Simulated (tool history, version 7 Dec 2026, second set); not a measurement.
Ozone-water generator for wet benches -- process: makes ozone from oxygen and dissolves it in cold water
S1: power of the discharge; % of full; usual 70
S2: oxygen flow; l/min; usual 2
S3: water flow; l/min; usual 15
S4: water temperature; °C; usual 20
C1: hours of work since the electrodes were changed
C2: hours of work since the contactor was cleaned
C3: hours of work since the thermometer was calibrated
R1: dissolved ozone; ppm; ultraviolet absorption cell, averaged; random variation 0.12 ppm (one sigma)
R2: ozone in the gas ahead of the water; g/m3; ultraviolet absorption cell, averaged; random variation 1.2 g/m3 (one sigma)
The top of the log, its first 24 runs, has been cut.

run     day  S1    S2  S3  S4    C1    C2    C3    R1     R2
 25  47.717  70  1.73  18  13  1352  1778  1778  10.4  237.7
 26  49.446  70  1.73  18  13  1381  1807  1807  10.4  238.4
 27  50.462  42  2.19  15  20  1398  1824  1824   9.4  159.3
 28  52.392  42  2.19  15  20  1430  1856  1856   9.2  161.6
 29    53.8  42  2.19  15  20  1453  1880  1880   9.3  159.8
 30  54.858  42  2.19  15  20  1471  1897  1897   9.1  159.8
 31  55.942  42  2.19  15  20  1489  1916  1916   9.4  159.7
 32  58.133  70     2  15  16  1526  1952  1952  12.4  217.3
 33   60.15  70     2  15  16  1559  1986  1986  12.4  217.7

Alternative continuations, all from the tool just after run 33; predict every row:
  A  61.208  58  1.87  15  17  1577  2004  2004   ?   ?
  B  61.208  70     2  15  23  1577  2004  2004   ?   ?
  C  61.208  70  2.93  10  16  1577  2004  2004   ?   ?
  D  61.208  69     2  15  24  1577  2004  2004   ?   ?

run    R1     R2
  A  11.1  207.8
  B  11.6  219.2
  C  17.2  168.4
  D  11.3  215.4
Had the tool no hidden state, the same runs would have come out as:
run    R1     R2
  A  11.4  211.7
  B  11.9  223.7
  C  17.8  171.9
  D  11.7  219.7
